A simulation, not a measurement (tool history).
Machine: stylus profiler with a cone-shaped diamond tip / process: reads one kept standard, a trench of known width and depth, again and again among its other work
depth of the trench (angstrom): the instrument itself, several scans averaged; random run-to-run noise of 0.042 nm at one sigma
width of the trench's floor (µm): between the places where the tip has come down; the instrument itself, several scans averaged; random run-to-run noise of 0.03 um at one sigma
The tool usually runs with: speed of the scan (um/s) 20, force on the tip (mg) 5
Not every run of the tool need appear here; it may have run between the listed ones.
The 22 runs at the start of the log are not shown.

run,hour,speed of the scan (um/s),force on the tip (mg),scans with this tip,hours of work since the height scale was calibrated,depth of the trench (angstrom),width of the trench's floor (µm)
23,255.2,48,13.24,2101,300,2103,18.18
24,266,16,9.37,2131,304,2081.7,18.2
25,275.3,11,9.1,2158,308,2079.1,18.23
26,284.8,37,6.66,2185,312,2064.6,18.14
27,292,20,3.65,2206,315,2043.7,18.22
28,303.1,20,3.65,2238,319,2043.2,18.2
29,315.4,14,12.86,2273,324,2100.9,18.22
30,330.2,14,12.86,2315,330,2101.3,18.27
31,340,14,12.86,2343,334,2100.6,18.18
32,353.1,14,12.86,2381,340,2100.3,18.27
33,368.8,18,12.86,2426,346,2100.8,18.22

3 ways to go on from here, each from the tool as it stands after run 33. What would each give?
A,382,18,6.89,2464,351,?,?
B,382,76,3.26,2464,351,?,?
C,382,33,6.78,2464,351,?,?

run,depth of the trench (angstrom),width of the trench's floor (µm)
A,2066,18.2
B,2040.6,18.08
C,2065.7,18.2
Stripped of hidden state, with their random variation kept, the same runs would have yielded:
run,depth of the trench (angstrom),width of the trench's floor (µm)
A,2065.9,18.2
B,2040.6,18.09
C,2065.7,18.2
